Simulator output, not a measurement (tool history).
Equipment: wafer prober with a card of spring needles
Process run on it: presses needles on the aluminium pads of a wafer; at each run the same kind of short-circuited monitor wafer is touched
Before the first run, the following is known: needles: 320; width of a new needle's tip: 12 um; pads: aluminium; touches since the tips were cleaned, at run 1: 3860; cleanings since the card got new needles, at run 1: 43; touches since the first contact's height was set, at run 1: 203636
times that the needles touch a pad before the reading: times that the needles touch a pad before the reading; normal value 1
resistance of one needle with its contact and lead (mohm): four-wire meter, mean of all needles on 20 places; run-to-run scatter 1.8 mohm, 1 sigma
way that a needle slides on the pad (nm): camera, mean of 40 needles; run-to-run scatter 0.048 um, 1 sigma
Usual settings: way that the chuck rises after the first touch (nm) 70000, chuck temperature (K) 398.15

run     day  way that the chuck rises after the first touch (nm)  chuck temperature (K)  times that the needles touch a pad before the reading  touches since the tips were cleaned  cleanings since the card got new needles  touches since the first contact's height was set  resistance of one needle with its contact and lead (mohm)  way that a needle slides on the pad (nm)
  1       0                                                70000                 398.15                                                      1                                 3860                                        43                                            203636                                                        236                                     15750
      0.071  -- tips cleaned on abrasive film
      0.546  -- tips cleaned on abrasive film
      0.767  -- height of the first contact set anew
  2   0.925                                                70000                 398.15                                                      1                                 3524                                        45                                              1538                                                        225                                     16350
      1.017  -- tips cleaned on abrasive film
      1.538  -- tips cleaned on abrasive film
      1.975  -- tips cleaned on abrasive film
  3   2.012                                                70000                 398.15                                                      1                                  391                                        48                                             11994                                                        201                                     16380
      2.479  -- tips cleaned on abrasive film
  4   2.579                                                70000                 398.15                                                      1                                  970                                        49                                             17424                                                        206                                     16310
      2.938  -- tips cleaned on abrasive film
      3.408  -- tips cleaned on abrasive film
  5   3.408                                                70000                 379.15                                                      1                                    0                                        51                                             25379                                                        197                                     16250
      3.925  -- tips cleaned on abrasive film
  6   4.021                                                70000                 379.15                                                      1                                  926                                        52                                             31270                                                        205                                     16310
        4.4  -- tips cleaned on abrasive film
      4.871  -- tips cleaned on abrasive film
      5.333  -- tips cleaned on abrasive film
  7   5.342                                                70000                 379.15                                                      1                                   70                                        55                                             43970                                                        196                                     16290
      5.762  -- tips cleaned on abrasive film
  8   5.979                                                70000                 379.15                                                      1                                 2100                                        56                                             50096                                                        222                                     16180
      6.262  -- tips cleaned on abrasive film
  9   6.629                                                70000                 379.15                                                      1                                 3523                                        57                                             56353                                                        228                                     16260
      6.733  -- tips cleaned on abrasive film
      7.217  -- tips cleaned on abrasive film
 10   7.233                                                70000                 379.15                                                      1                                  137                                        59                                             62140                                                        194                                     16150
      7.712  -- tips cleaned on abrasive film
 11   7.975                                                70000                 379.15                                                      1                                 2562                                        60                                             69302                                                        219                                     16140
      8.154  -- tips cleaned on abrasive film
      8.662  -- tips cleaned on abrasive film
 12   8.767                                                70000                 379.15                                                      1                                 1005                                        62                                             76882                                                        206                                     16070
      9.179  -- tips cleaned on abrasive film
      9.638  -- tips cleaned on abrasive film
 13   9.925                                                70000                 379.15                                                      1                                 2803                                        64                                             88044                                                        225                                     16030
     10.079  -- tips cleaned on abrasive film
     10.542  -- tips cleaned on abrasive film
     11.017  -- tips cleaned on abrasive film
 14  11.162                                                70000                 398.15                                                      1                                 1418                                        67                                             99906                                                        212                                     16000
     11.496  -- tips cleaned on abrasive film
     11.917  -- tips cleaned on abrasive film
     12.367  -- tips cleaned on abrasive film
 15  12.479                                                79000                 398.15                                                      1                                 1111                                        70                                            112579                                                        210                                     18120
     12.796  -- tips cleaned on abrasive film
     13.225  -- tips cleaned on abrasive film
     13.683  -- tips cleaned on abrasive film
 16  13.767                                                70000                 300.15                                                      1                                  825                                        73                                            124945                                                        192                                     15960
     14.133  -- tips cleaned on abrasive film
     14.562  -- tips cleaned on abrasive film
 17  14.562                                                70000                 300.15                                                      1                                    0                                        75                                            132569                                                        181                                     15910
     14.992  -- tips cleaned on abrasive film
     15.496  -- tips cleaned on abrasive film
 18  15.558                                                56000                 302.15                                                      1                                  598                                        77                                            142136                                                        194                                     12680
     15.921  -- tips cleaned on abrasive film
     16.371  -- tips cleaned on abrasive film
     16.804  -- tips cleaned on abrasive film
 19  16.804                                                70000                 398.15                                                      2                                    0                                        80                                            154091                                                        196                                     15880
     17.321  -- tips cleaned on abrasive film
     17.775  -- tips cleaned on abrasive film
 20  18.096                                                70000                 398.15                                                      2                                 3079                                        82                                            166519                                                        216                                     15800
     18.271  -- tips cleaned on abrasive film
     18.779  -- tips cleaned on abrasive film
 21  18.962                                                70000                 398.15                                                      2                                 1791                                        84                                            174862                                                        208                                     15710
      19.25  -- tips cleaned on abrasive film
       19.7  -- tips cleaned on abrasive film
 22  19.704                                                70000                 311.15                                                      2                                   41                                        86                                            181964                                                        177                                     15760
     20.138  -- tips cleaned on abrasive film
     20.646  -- tips cleaned on abrasive film
 23  20.817                                                55000                 349.15                                                      1                                 1658                                        88                                            192678                                                        225                                     12280
     21.104  -- tips cleaned on abrasive film
     21.604  -- tips cleaned on abrasive film
     22.108  -- tips cleaned on abrasive film
 24   22.15                                                89000                 299.15                                                      2                                  398                                        91                                            205469                                                        176                                     20070
     22.608  -- tips cleaned on abrasive film
       22.7  -- height of the first contact set anew
     23.079  -- tips cleaned on abrasive film
 25  23.196                                                89000                 307.15                                                      2                                 1153                                        93                                              4795                                                        179                                     20930
     23.554  -- tips cleaned on abrasive film
      24.05  -- tips cleaned on abrasive film
     24.471  -- tips cleaned on abrasive film
 26  24.517                                                62000                 314.15                                                      2                                  457                                        96                                             17474                                                        189                                     14530
     24.954  -- tips cleaned on abrasive film
     25.404  -- tips cleaned on abrasive film
 27  25.412                                                67000                 313.15                                                      3                                   86                                        98                                             26058                                                        178                                     15530
     25.825  -- tips cleaned on abrasive film
     26.292  -- tips cleaned on abrasive film
 28  26.679                                                70000                 398.15                                                      1                                 3796                                       100                                             38290                                                        237                                     16230
     26.788  -- tips cleaned on abrasive film
     27.246  -- tips cleaned on abrasive film
     27.704  -- tips cleaned on abrasive film
 29  27.962                                                57000                 303.15                                                      3                                 2504                                       103                                             50591                                                        195                                     13160

Take each entry between the runs: how does the hidden state at the last listed run before it differ from the hidden state at the first listed run after it?
Runs 1 to 2: tips cleaned on abrasive film (day 0.071); tips cleaned on abrasive film (day 0.546); height of the first contact set anew (day 0.767)
  debris on the tips, nm: 83 -> 73.1; way that the needles fall short of the set height, um: 2.88 -> 0; tips' diameter, um: 13.01 -> 13.06
  the result without the hidden state subtracted from the measured one, resistance of one needle with its contact and lead (mohm): +43 -> +35; way that a needle slides on the pad (nm): -680 -> +0
Runs 2 to 3: tips cleaned on abrasive film (day 1.017); tips cleaned on abrasive film (day 1.538); tips cleaned on abrasive film (day 1.975)
  debris on the tips, nm: 73.1 -> 13.7; way that the needles fall short of the set height, um: 0 -> 0.22; tips' diameter, um: 13.06 -> 13.13
  the result without the hidden state subtracted from the measured one, resistance of one needle with its contact and lead (mohm): +35 -> +7; way that a needle slides on the pad (nm): +0 -> -50
Runs 3 to 4: tips cleaned on abrasive film (day 2.479)
  debris on the tips, nm: 13.7 -> 32.7; way that the needles fall short of the set height, um: 0.22 -> 0.29; tips' diameter, um: 13.13 -> 13.16
  the result without the hidden state subtracted from the measured one, resistance of one needle with its contact and lead (mohm): +7 -> +17; way that a needle slides on the pad (nm): -50 -> -70
Runs 4 to 5: tips cleaned on abrasive film (day 2.938); tips cleaned on abrasive film (day 3.408)
  debris on the tips, nm: 32.7 -> 10.8; way that the needles fall short of the set height, um: 0.29 -> 0.4; tips' diameter, um: 13.16 -> 13.2
  the result without the hidden state subtracted from the measured one, resistance of one needle with its contact and lead (mohm): +17 -> +6; way that a needle slides on the pad (nm): -70 -> -100
Runs 5 to 6: tips cleaned on abrasive film (day 3.925)
  debris on the tips, nm: 10.8 -> 36.7; way that the needles fall short of the set height, um: 0.4 -> 0.46; tips' diameter, um: 13.2 -> 13.22
  the result without the hidden state subtracted from the measured one, resistance of one needle with its contact and lead (mohm): +6 -> +19; way that a needle slides on the pad (nm): -100 -> -100
Runs 6 to 7: tips cleaned on abrasive film (day 4.4); tips cleaned on abrasive film (day 4.871); tips cleaned on abrasive film (day 5.333)
  debris on the tips, nm: 36.7 -> 10.4; way that the needles fall short of the set height, um: 0.46 -> 0.65; tips' diameter, um: 13.22 -> 13.28
  the result without the hidden state subtracted from the measured one, resistance of one needle with its contact and lead (mohm): +19 -> +6; way that a needle slides on the pad (nm): -100 -> -150
Runs 7 to 8: tips cleaned on abrasive film (day 5.762)
  debris on the tips, nm: 10.4 -> 57.1; way that the needles fall short of the set height, um: 0.65 -> 0.7; tips' diameter, um: 13.28 -> 13.3
  the result without the hidden state subtracted from the measured one, resistance of one needle with its contact and lead (mohm): +6 -> +30; way that a needle slides on the pad (nm): -150 -> -160
Runs 8 to 9: tips cleaned on abrasive film (day 6.262)
  debris on the tips, nm: 57.1 -> 77.3; way that the needles fall short of the set height, um: 0.7 -> 0.77; tips' diameter, um: 13.3 -> 13.33
  the result without the hidden state subtracted from the measured one, resistance of one needle with its contact and lead (mohm): +30 -> +40; way that a needle slides on the pad (nm): -160 -> -180
Runs 9 to 10: tips cleaned on abrasive film (day 6.733); tips cleaned on abrasive film (day 7.217)
  debris on the tips, nm: 77.3 -> 9.6; way that the needles fall short of the set height, um: 0.77 -> 0.92; tips' diameter, um: 13.33 -> 13.38
  the result without the hidden state subtracted from the measured one, resistance of one needle with its contact and lead (mohm): +40 -> +5; way that a needle slides on the pad (nm): -180 -> -210
Runs 10 to 11: tips cleaned on abrasive film (day 7.712)
  debris on the tips, nm: 9.6 -> 62.6; way that the needles fall short of the set height, um: 0.92 -> 0.96; tips' diameter, um: 13.38 -> 13.39
  the result without the hidden state subtracted from the measured one, resistance of one needle with its contact and lead (mohm): +5 -> +32; way that a needle slides on the pad (nm): -210 -> -220
Runs 11 to 12: tips cleaned on abrasive film (day 8.154); tips cleaned on abrasive film (day 8.662)
  debris on the tips, nm: 62.6 -> 30.9; way that the needles fall short of the set height, um: 0.96 -> 1.08; tips' diameter, um: 13.39 -> 13.43
  the result without the hidden state subtracted from the measured one, resistance of one needle with its contact and lead (mohm): +32 -> +17; way that a needle slides on the pad (nm): -220 -> -250
Runs 12 to 13: tips cleaned on abrasive film (day 9.179); tips cleaned on abrasive film (day 9.638)
  debris on the tips, nm: 30.9 -> 69.9; way that the needles fall short of the set height, um: 1.08 -> 1.2; tips' diameter, um: 13.43 -> 13.48
  the result without the hidden state subtracted from the measured one, resistance of one needle with its contact and lead (mohm): +17 -> +37; way that a needle slides on the pad (nm): -250 -> -280
Runs 13 to 14: tips cleaned on abrasive film (day 10.079); tips cleaned on abrasive film (day 10.542); tips cleaned on abrasive film (day 11.017)
  debris on the tips, nm: 69.9 -> 43.8; way that the needles fall short of the set height, um: 1.2 -> 1.36; tips' diameter, um: 13.48 -> 13.53
  the result without the hidden state subtracted from the measured one, resistance of one needle with its contact and lead (mohm): +37 -> +23; way that a needle slides on the pad (nm): -280 -> -320
Runs 14 to 15: tips cleaned on abrasive film (day 11.496); tips cleaned on abrasive film (day 11.917); tips cleaned on abrasive film (day 12.367)
  debris on the tips, nm: 43.8 -> 41.4; way that the needles fall short of the set height, um: 1.36 -> 1.54; tips' diameter, um: 13.53 -> 13.59
  the result without the hidden state subtracted from the measured one, resistance of one needle with its contact and lead (mohm): +23 -> +18; way that a needle slides on the pad (nm): -320 -> -360
Runs 15 to 16: tips cleaned on abrasive film (day 12.796); tips cleaned on abrasive film (day 13.225); tips cleaned on abrasive film (day 13.683)
  debris on the tips, nm: 41.4 -> 29; way that the needles fall short of the set height, um: 1.54 -> 1.75; tips' diameter, um: 13.59 -> 13.67
  the result without the hidden state subtracted from the measured one, resistance of one needle with its contact and lead (mohm): +18 -> +18; way that a needle slides on the pad (nm): -360 -> -410
Runs 16 to 17: tips cleaned on abrasive film (day 14.133); tips cleaned on abrasive film (day 14.562)
  debris on the tips, nm: 29 -> 9; way that the needles fall short of the set height, um: 1.75 -> 1.9; tips' diameter, um: 13.67 -> 13.72
  the result without the hidden state subtracted from the measured one, resistance of one needle with its contact and lead (mohm): +18 -> +7; way that a needle slides on the pad (nm): -410 -> -440
Runs 17 to 18: tips cleaned on abrasive film (day 14.992); tips cleaned on abrasive film (day 15.496)
  debris on the tips, nm: 9 -> 21.1; way that the needles fall short of the set height, um: 1.9 -> 2.04; tips' diameter, um: 13.72 -> 13.77
  the result without the hidden state subtracted from the measured one, resistance of one needle with its contact and lead (mohm): +7 -> +20; way that a needle slides on the pad (nm): -440 -> -470
Runs 18 to 19: tips cleaned on abrasive film (day 15.921); tips cleaned on abrasive film (day 16.371); tips cleaned on abrasive film (day 16.804)
  debris on the tips, nm: 21.1 -> 10.7; way that the needles fall short of the set height, um: 2.04 -> 2.22; tips' diameter, um: 13.77 -> 13.83
  the result without the hidden state subtracted from the measured one, resistance of one needle with its contact and lead (mohm): +20 -> +5; way that a needle slides on the pad (nm): -470 -> -520
Runs 19 to 20: tips cleaned on abrasive film (day 17.321); tips cleaned on abrasive film (day 17.775)
  debris on the tips, nm: 10.7 -> 69.9; way that the needles fall short of the set height, um: 2.22 -> 2.34; tips' diameter, um: 13.83 -> 13.87
  the result without the hidden state subtracted from the measured one, resistance of one needle with its contact and lead (mohm): +5 -> +24; way that a needle slides on the pad (nm): -520 -> -550
Runs 20 to 21: tips cleaned on abrasive film (day 18.271); tips cleaned on abrasive film (day 18.779)
  debris on the tips, nm: 69.9 -> 50.9; way that the needles fall short of the set height, um: 2.34 -> 2.47; tips' diameter, um: 13.87 -> 13.92
  the result without the hidden state subtracted from the measured one, resistance of one needle with its contact and lead (mohm): +24 -> +18; way that a needle slides on the pad (nm): -550 -> -570
Runs 21 to 22: tips cleaned on abrasive film (day 19.25); tips cleaned on abrasive film (day 19.7)
  debris on the tips, nm: 50.9 -> 6.4; way that the needles fall short of the set height, um: 2.47 -> 2.57; tips' diameter, um: 13.92 -> 13.96
  the result without the hidden state subtracted from the measured one, resistance of one needle with its contact and lead (mohm): +18 -> +4; way that a needle slides on the pad (nm): -570 -> -600
Runs 22 to 23: tips cleaned on abrasive film (day 20.138); tips cleaned on abrasive film (day 20.646)
  debris on the tips, nm: 6.4 -> 45; way that the needles fall short of the set height, um: 2.57 -> 2.73; tips' diameter, um: 13.96 -> 14.01
  the result without the hidden state subtracted from the measured one, resistance of one needle with its contact and lead (mohm): +4 -> +42; way that a needle slides on the pad (nm): -600 -> -640
Runs 23 to 24: tips cleaned on abrasive film (day 21.104); tips cleaned on abrasive film (day 21.604); tips cleaned on abrasive film (day 22.108)
  debris on the tips, nm: 45 -> 16.4; way that the needles fall short of the set height, um: 2.73 -> 2.93; tips' diameter, um: 14.01 -> 14.08
  the result without the hidden state subtracted from the measured one, resistance of one needle with its contact and lead (mohm): +42 -> +5; way that a needle slides on the pad (nm): -640 -> -690
Runs 24 to 25: tips cleaned on abrasive film (day 22.608); height of the first contact set anew (day 22.7); tips cleaned on abrasive film (day 23.079)
  debris on the tips, nm: 16.4 -> 29.3; way that the needles fall short of the set height, um: 2.93 -> 0.07; tips' diameter, um: 14.08 -> 14.13
  the result without the hidden state subtracted from the measured one, resistance of one needle with its contact and lead (mohm): +5 -> +8; way that a needle slides on the pad (nm): -690 -> -20
Runs 25 to 26: tips cleaned on abrasive film (day 23.554); tips cleaned on abrasive film (day 24.05); tips cleaned on abrasive film (day 24.471)
  debris on the tips, nm: 29.3 -> 21.9; way that the needles fall short of the set height, um: 0.07 -> 0.28; tips' diameter, um: 14.13 -> 14.2
  the result without the hidden state subtracted from the measured one, resistance of one needle with its contact and lead (mohm): +8 -> +11; way that a needle slides on the pad (nm): -20 -> -70
Runs 26 to 27: tips cleaned on abrasive film (day 24.954); tips cleaned on abrasive film (day 25.404)
  debris on the tips, nm: 21.9 -> 6.4; way that the needles fall short of the set height, um: 0.28 -> 0.41; tips' diameter, um: 14.2 -> 14.24
  the result without the hidden state subtracted from the measured one, resistance of one needle with its contact and lead (mohm): +11 -> +3; way that a needle slides on the pad (nm): -70 -> -100
Runs 27 to 28: tips cleaned on abrasive film (day 25.825); tips cleaned on abrasive film (day 26.292)
  debris on the tips, nm: 6.4 -> 79.1; way that the needles fall short of the set height, um: 0.41 -> 0.54; tips' diameter, um: 14.24 -> 14.29
  the result without the hidden state subtracted from the measured one, resistance of one needle with its contact and lead (mohm): +3 -> +43; way that a needle slides on the pad (nm): -100 -> -130
Runs 28 to 29: tips cleaned on abrasive film (day 26.788); tips cleaned on abrasive film (day 27.246); tips cleaned on abrasive film (day 27.704)
  debris on the tips, nm: 79.1 -> 60.3; way that the needles fall short of the set height, um: 0.54 -> 0.72; tips' diameter, um: 14.29 -> 14.35
  the result without the hidden state subtracted from the measured one, resistance of one needle with its contact and lead (mohm): +43 -> +20; way that a needle slides on the pad (nm): -130 -> -160
